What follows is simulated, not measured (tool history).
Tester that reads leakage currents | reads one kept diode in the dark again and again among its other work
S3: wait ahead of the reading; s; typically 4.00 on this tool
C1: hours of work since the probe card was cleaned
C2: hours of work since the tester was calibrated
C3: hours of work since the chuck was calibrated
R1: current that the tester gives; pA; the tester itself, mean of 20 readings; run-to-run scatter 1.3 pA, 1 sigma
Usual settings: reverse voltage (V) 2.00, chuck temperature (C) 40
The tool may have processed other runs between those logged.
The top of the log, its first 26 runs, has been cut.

Run 27, day 99.433: usual settings but reverse voltage (V) 4.89, chuck temperature (C) 21, S3 0.34 s; C1 1263; C2 1329; C3 718. Result: R1 122.07 pA.
Run 28, day 103.971: usual settings but reverse voltage (V) 1.55, chuck temperature (C) 51, S3 0.61 s; C1 1313; C2 1380; C3 769. Result: R1 974.32 pA.
Run 29, day 106.283: usual settings but reverse voltage (V) 1.46, chuck temperature (C) 53, S3 1.90 s; C1 1339; C2 1406; C3 795. Result: R1 1112.59 pA.
Run 30, day 111.033: usual settings but reverse voltage (V) 2.49, chuck temperature (C) 58, S3 0.48 s; C1 1393; C2 1459; C3 848. Result: R1 2233.49 pA.
Run 31, day 115.288: usual settings but reverse voltage (V) 4.35, chuck temperature (C) 58, S3 8.81 s; C1 1440; C2 1507; C3 896. Result: R1 3063.60 pA.
Run 32, day 119.279: usual settings but reverse voltage (V) 1.10, chuck temperature (C) 54, S3 0.75 s; C1 1485; C2 1552; C3 940. Result: R1 1028.89 pA.
Run 33, day 124.354: usual settings but reverse voltage (V) 15.23, chuck temperature (C) 39, S3 2.12 s; C1 1542; C2 1609; C3 997. Result: R1 1246.87 pA.
Run 34, day 129.300: usual settings but reverse voltage (V) 15.23, chuck temperature (C) 41, S3 2.12 s; C1 1597; C2 1664; C3 1053. Result: R1 1493.58 pA.
At day 132.462: probe card cleaned and baked.
Run 35, day 134.183: usual settings but reverse voltage (V) 1.09, chuck temperature (C) 41, S3 0.87 s; C1 19; C2 1717; C3 1106. Result: R1 338.71 pA.
Run 36, day 136.988: usual settings but reverse voltage (V) 1.46, chuck temperature (C) 21, S3 1.73 s; C1 51; C2 1749; C3 1137. Result: R1 61.47 pA.
Run 37, day 141.988: usual settings but reverse voltage (V) 3.06, chuck temperature (C) 21, S3 4.73 s; C1 107; C2 1805; C3 1193. Result: R1 92.61 pA.
Run 38, day 145.462: usual settings but reverse voltage (V) 3.06, chuck temperature (C) 21, S3 4.73 s; C1 146; C2 1844; C3 1232. Result: R1 92.86 pA.
Run 39, day 148.042: usual settings but reverse voltage (V) 3.06, chuck temperature (C) 59, S3 4.73 s; C1 175; C2 1873; C3 1261. Result: R1 2738.45 pA.
Run 40, day 151.588: usual settings but reverse voltage (V) 14.95, chuck temperature (C) 39, S3 0.63 s; C1 214; C2 1912; C3 1301. Result: R1 1242.60 pA.

Branching from run 40: 3 alternative next runs. What would each branch give?
Run A, day 153.838: usual settings but reverse voltage (V) 3.18, chuck temperature (C) 33; C1 239; C2 1938; C3 1326. Result: R1 ?.
Run B, day 153.838: usual settings but reverse voltage (V) 14.95, chuck temperature (C) 39, S3 0.53 s; C1 239; C2 1938; C3 1326. Result: R1 ?.
Run C, day 153.838: usual settings but reverse voltage (V) 14.95, chuck temperature (C) 50, S3 1.08 s; C1 239; C2 1938; C3 1326. Result: R1 ?.

run       R1
  A   301.40
  B  1241.29
  C  3210.06
Take away the tool's hidden state, keep each run's random variation, and the runs would have read:
run       R1
  A   300.92
  B  1239.40
  C  3205.54
